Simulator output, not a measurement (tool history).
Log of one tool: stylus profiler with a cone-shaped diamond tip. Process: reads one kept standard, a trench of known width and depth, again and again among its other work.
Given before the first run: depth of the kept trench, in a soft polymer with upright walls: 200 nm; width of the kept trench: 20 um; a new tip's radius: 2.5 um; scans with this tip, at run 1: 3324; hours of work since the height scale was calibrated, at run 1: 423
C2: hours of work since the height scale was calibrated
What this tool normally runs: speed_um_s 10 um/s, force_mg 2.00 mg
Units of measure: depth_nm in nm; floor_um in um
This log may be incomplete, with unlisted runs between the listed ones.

{"run": 1, "day": 0.0, "speed_um_s": 10, "force_mg": 2.0, "scans with this tip": 3324, "C2": 423, "depth_nm": 202.95, "floor_um": 17.87}
{"run": 2, "day": 1.246, "speed_um_s": 5, "force_mg": 2.0, "scans with this tip": 3501, "C2": 445, "depth_nm": 202.73, "floor_um": 17.9}
{"run": 3, "day": 1.804, "speed_um_s": 2, "force_mg": 2.0, "scans with this tip": 3581, "C2": 455, "depth_nm": 202.89, "floor_um": 17.96}
{"run": 4, "day": 3.046, "speed_um_s": 2, "force_mg": 2.0, "scans with this tip": 3757, "C2": 478, "depth_nm": 202.88, "floor_um": 17.94}
{"run": 5, "day": 4.225, "speed_um_s": 2, "force_mg": 2.0, "scans with this tip": 3924, "C2": 499, "depth_nm": 202.88, "floor_um": 17.93}
{"run": 6, "day": 5.196, "speed_um_s": 2, "force_mg": 2.0, "scans with this tip": 4061, "C2": 516, "depth_nm": 203.0, "floor_um": 17.99}
{"run": 7, "day": 5.858, "speed_um_s": 2, "force_mg": 2.0, "scans with this tip": 4156, "C2": 528, "depth_nm": 203.05, "floor_um": 17.92}
{"run": 8, "day": 6.958, "speed_um_s": 2, "force_mg": 0.7, "scans with this tip": 4312, "C2": 548, "depth_nm": 201.61, "floor_um": 17.98}
{"run": 9, "day": 8.175, "speed_um_s": 10, "force_mg": 2.0, "scans with this tip": 4484, "C2": 570, "depth_nm": 202.87, "floor_um": 17.89}
{"run": 10, "day": 9.342, "speed_um_s": 10, "force_mg": 2.0, "scans with this tip": 4650, "C2": 591, "depth_nm": 202.94, "floor_um": 17.86}
{"run": 11, "day": 10.425, "speed_um_s": 10, "force_mg": 2.0, "scans with this tip": 4803, "C2": 611, "depth_nm": 203.11, "floor_um": 17.81}
{"run": 12, "day": 11.75, "speed_um_s": 10, "force_mg": 2.0, "scans with this tip": 4992, "C2": 635, "depth_nm": 203.01, "floor_um": 17.87}
{"run": 13, "day": 12.971, "speed_um_s": 10, "force_mg": 1.82, "scans with this tip": 5165, "C2": 657, "depth_nm": 202.86, "floor_um": 17.88}
{"run": 14, "day": 14.058, "speed_um_s": 39, "force_mg": 1.73, "scans with this tip": 5319, "C2": 676, "depth_nm": 202.71, "floor_um": 17.65}
{"run": 15, "day": 15.308, "speed_um_s": 13, "force_mg": 3.06, "scans with this tip": 5496, "C2": 699, "depth_nm": 203.81, "floor_um": 17.85}
{"run": 16, "day": 16.167, "speed_um_s": 5, "force_mg": 1.52, "scans with this tip": 5618, "C2": 714, "depth_nm": 202.61, "floor_um": 17.87}
{"run": 17, "day": 16.929, "speed_um_s": 5, "force_mg": 1.32, "scans with this tip": 5727, "C2": 728, "depth_nm": 202.32, "floor_um": 17.89}
{"run": 18, "day": 18.046, "speed_um_s": 13, "force_mg": 2.85, "scans with this tip": 5885, "C2": 748, "depth_nm": 203.84, "floor_um": 17.86}
{"run": 19, "day": 18.708, "speed_um_s": 31, "force_mg": 4.85, "scans with this tip": 5979, "C2": 760, "depth_nm": 205.09, "floor_um": 17.79}
{"run": 20, "day": 19.271, "speed_um_s": 2, "force_mg": 3.77, "scans with this tip": 6059, "C2": 770, "depth_nm": 204.35, "floor_um": 17.85}
{"run": 21, "day": 19.908, "speed_um_s": 2, "force_mg": 3.77, "scans with this tip": 6149, "C2": 782, "depth_nm": 204.69, "floor_um": 17.89}
{"run": 22, "day": 20.575, "speed_um_s": 4, "force_mg": 3.98, "scans with this tip": 6244, "C2": 794, "depth_nm": 204.53, "floor_um": 17.86}
{"run": 23, "day": 21.492, "speed_um_s": 4, "force_mg": 1.68, "scans with this tip": 6374, "C2": 810, "depth_nm": 202.66, "floor_um": 17.93}
{"run": 24, "day": 22.417, "speed_um_s": 17, "force_mg": 4.98, "scans with this tip": 6505, "C2": 827, "depth_nm": 205.31, "floor_um": 17.84}
{"run": 25, "day": 23.058, "speed_um_s": 8, "force_mg": 1.7, "scans with this tip": 6596, "C2": 839, "depth_nm": 202.76, "floor_um": 17.81}

Predict each of these 5 candidate next runs independently; none follows another, all start after run 25:
{"run": "A", "day": 24.175, "speed_um_s": 3, "force_mg": 2.0, "scans with this tip": 6754, "C2": 859, "depth_nm": "?", "floor_um": "?"}
{"run": "B", "day": 24.175, "speed_um_s": 3, "force_mg": 1.76, "scans with this tip": 6754, "C2": 859, "depth_nm": "?", "floor_um": "?"}
{"run": "C", "day": 24.175, "speed_um_s": 5, "force_mg": 2.23, "scans with this tip": 6754, "C2": 859, "depth_nm": "?", "floor_um": "?"}
{"run": "D", "day": 24.175, "speed_um_s": 12, "force_mg": 2.0, "scans with this tip": 6754, "C2": 859, "depth_nm": "?", "floor_um": "?"}
{"run": "E", "day": 24.175, "speed_um_s": 3, "force_mg": 2.0, "scans with this tip": 6754, "C2": 859, "depth_nm": "?", "floor_um": "?"}

run=A depth_nm=203.06 floor_um=17.89
run=B depth_nm=202.71 floor_um=17.85
run=C depth_nm=203.25 floor_um=17.82
run=D depth_nm=203.19 floor_um=17.84
run=E depth_nm=202.93 floor_um=17.85
Stripped of hidden state, with their random variation kept, the same runs would have yielded:
run=A depth_nm=202.69 floor_um=18.03
run=B depth_nm=202.35 floor_um=18.00
run=C depth_nm=202.89 floor_um=17.97
run=D depth_nm=202.83 floor_um=17.98
run=E depth_nm=202.57 floor_um=18.00
